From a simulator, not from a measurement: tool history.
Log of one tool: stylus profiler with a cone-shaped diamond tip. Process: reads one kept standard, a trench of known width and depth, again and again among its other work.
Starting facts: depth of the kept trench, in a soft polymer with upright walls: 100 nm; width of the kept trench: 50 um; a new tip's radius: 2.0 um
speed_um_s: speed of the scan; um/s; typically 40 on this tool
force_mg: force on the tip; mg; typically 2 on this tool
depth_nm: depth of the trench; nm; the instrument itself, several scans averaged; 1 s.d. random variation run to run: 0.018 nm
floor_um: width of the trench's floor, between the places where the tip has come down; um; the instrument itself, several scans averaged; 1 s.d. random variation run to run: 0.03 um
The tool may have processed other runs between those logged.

run   hour  speed_um_s  force_mg  depth_nm  floor_um
  1      0          40         2    100.74     48.45
  2    8.7          40      1.32    100.56     48.34
  3   15.9          40      1.32    100.56     48.32
  4   23.6          10      1.32    100.56     48.62
  5   34.8          10      1.32     100.6     48.59
  6   47.3          10      1.32    100.58      48.6
  7   56.2          40         2     100.7     48.43
  8   67.2          40         2    100.72     48.42
  9   75.6          40         2    100.74     48.46
 10   83.7          40         2    100.75     48.43
 11   94.7          40      3.38    100.99     48.51
 12  102.7          40      1.29    100.52     48.36
 13  112.8         103      1.29    100.57     47.81
 14  127.3          40         2    100.74     48.45
 15  137.8          80         2    100.77     48.13
 16  150.4          80         2    100.75     48.18
 17  167.1          80         2    100.71     48.14
     169.1  -- height scale calibrated on a step standard
 18  182.8          80         2    100.79     48.13
 19  192.7          74         2    100.79      48.2
 20  204.3          74         2     100.8     48.17
 21  216.1          36         2     100.8     48.46
 22  223.4          36      1.83    100.77     48.45
 23  231.1          19      2.53    100.92     48.53
     232.4  -- height scale calibrated on a step standard, once more
 24  240.9          75      2.26    100.73     48.18
 25  258.1          36      5.08    101.21     48.52
 26  265.9          36      5.08    101.21     48.55
 27    280          40      2.02    100.65     48.38
 28  293.2          40      2.02    100.67      48.4
 29  306.7          10      4.74    101.16      48.6
 30  323.2          10      4.74    101.19     48.62
 31  337.6          40       0.7    100.32     48.18
 32  347.5         102       0.7    100.38     47.55
 33  363.4          10      2.25    100.73     48.61
 34  378.3          25      1.59    100.57     48.48
 35  388.9          10      1.85    100.65      48.6
 36  398.8         132      2.84    100.84     47.91
 37  412.5         132      2.84    100.81     47.91
 38  426.7          40      3.14    100.92     48.46
 39  437.8          26       2.7    100.81     48.49

What if the next run were any one of these 4? Each begins from the tool's condition after run 39:
  A  452.5          60       0.7         ?         ?
  B  452.5          48      2.66         ?         ?
  C  452.5          22      4.02         ?         ?
  D  452.5          12      3.85         ?         ?

run  depth_nm  floor_um
  A    100.34     47.97
  B     100.8     48.37
  C    101.07     48.53
  D    101.09     48.61
Without the tool's hidden state the same runs would have given:
run  depth_nm  floor_um
  A    100.32     48.05
  B    100.77     48.46
  C    101.04     48.62
  D    101.06      48.7
